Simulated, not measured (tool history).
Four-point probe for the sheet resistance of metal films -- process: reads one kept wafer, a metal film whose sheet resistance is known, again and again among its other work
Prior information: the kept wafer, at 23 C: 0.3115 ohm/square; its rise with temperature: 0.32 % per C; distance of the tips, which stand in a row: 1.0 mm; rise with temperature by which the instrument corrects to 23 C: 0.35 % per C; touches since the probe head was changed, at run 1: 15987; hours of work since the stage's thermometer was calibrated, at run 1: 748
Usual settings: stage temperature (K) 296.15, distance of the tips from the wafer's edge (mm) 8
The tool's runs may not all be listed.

run   hour  stage temperature (K)  distance of the tips from the wafer's edge (mm)  touches since the probe head was changed  hours of work since the stage's thermometer was calibrated  sheet resistance as the instrument gives it (ohm/square)
  1      0                 296.15                                                8                                     15987                                                         748                                                  0.314045
  2   27.6                 296.15                                                8                                     16603                                                         762                                                   0.31415
  3   66.1                 296.15                                                8                                     17460                                                         781                                                  0.314132
  4  100.1                 296.15                                                8                                     18216                                                         798                                                  0.314139
  5  152.9                 296.15                                                8                                     19393                                                         823                                                  0.314146
  6    180                 296.15                                                8                                     19996                                                         837                                                  0.314167
  7  238.7                 296.15                                                8                                     21304                                                         865                                                  0.314221
  8  287.4                 296.15                                                8                                     22389                                                         889                                                  0.314233
  9  352.2                 299.15                                               63                                     23832                                                         921                                                  0.311397
 10  405.4                 299.15                                               63                                     25017                                                         947                                                  0.311425
 11  458.6                 304.15                                               69                                     26200                                                         973                                                  0.311043

Same runs, no hidden state in the tool, same run-to-run variation:
Hidden conditions of the tool in this case: inner tips' distance over the nominal, %; tips' flats over new ones', %; wafer's true temperature over the reading, C; drift of the gauge itself on sheet_ohm, %.
run  sheet resistance as the instrument gives it (ohm/square)
  1                                                  0.314037
  2                                                  0.314132
  3                                                  0.314101
  4                                                  0.314095
  5                                                  0.314083
  6                                                  0.314093
  7                                                  0.314124
  8                                                  0.314118
  9                                                   0.31126
 10                                                  0.311269
 11                                                  0.310869

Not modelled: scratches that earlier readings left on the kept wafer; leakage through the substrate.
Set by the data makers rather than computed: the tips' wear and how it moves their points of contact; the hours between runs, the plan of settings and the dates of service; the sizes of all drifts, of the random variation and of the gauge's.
